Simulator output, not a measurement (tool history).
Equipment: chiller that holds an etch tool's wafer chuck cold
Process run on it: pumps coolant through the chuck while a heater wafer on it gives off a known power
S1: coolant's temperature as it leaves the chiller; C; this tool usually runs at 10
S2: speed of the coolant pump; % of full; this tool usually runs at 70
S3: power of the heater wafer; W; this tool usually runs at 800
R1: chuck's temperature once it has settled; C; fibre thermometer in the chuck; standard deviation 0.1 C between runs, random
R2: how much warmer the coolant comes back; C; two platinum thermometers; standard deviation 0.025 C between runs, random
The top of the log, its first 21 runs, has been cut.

| run | day | S1 | S2 | S3 | R1 | R2 |
|---|---|---|---|---|---|---|
| 22 | 84.017 | 11 | 100 | 757 | 17.9 | 1.75 |
| 23 | 86.388 | 9 | 85 | 429 | 13.6 | 1.17 |
| 24 | 90.250 | 14 | 70 | 800 | 24.1 | 2.70 |
| 25 | 95.250 | 17 | 95 | 505 | 21.8 | 1.22 |
| 26 | 100.171 | 17 | 95 | 505 | 21.8 | 1.26 |
| 27 | 104.371 | 4 | 95 | 552 | 9.4 | 1.35 |
| 28 | 108.112 | 10 | 95 | 552 | 15.4 | 1.42 |
| 29 | 111.396 | 16 | 64 | 413 | 21.5 | 1.60 |
| 30 | 114.121 | 7 | 67 | 687 | 15.9 | 2.47 |
| 31 | 118.283 | 4 | 60 | 687 | 14.1 | 2.78 |

Branching from run 31: 5 alternative next runs. What would each branch give?
| A | 122.679 | 6 | 60 | 522 | ? | ? |
| B | 122.679 | 4 | 60 | 437 | ? | ? |
| C | 122.679 | 15 | 70 | 1200 | ? | ? |
| D | 122.679 | 10 | 70 | 520 | ? | ? |
| E | 122.679 | 11 | 63 | 674 | ? | ? |

| run | R1 | R2 |
|---|---|---|
| A | 13.6 | 2.14 |
| B | 10.5 | 1.75 |
| C | 30.6 | 4.18 |
| D | 16.6 | 1.80 |
| E | 20.6 | 2.63 |
The same runs, with their run-to-run variation unchanged, on a tool lacking any hidden condition would have given:
| run | R1 | R2 |
|---|---|---|
| A | 13.1 | 1.99 |
| B | 10.1 | 1.62 |
| C | 29.2 | 3.88 |
| D | 16.1 | 1.67 |
| E | 19.8 | 2.44 |

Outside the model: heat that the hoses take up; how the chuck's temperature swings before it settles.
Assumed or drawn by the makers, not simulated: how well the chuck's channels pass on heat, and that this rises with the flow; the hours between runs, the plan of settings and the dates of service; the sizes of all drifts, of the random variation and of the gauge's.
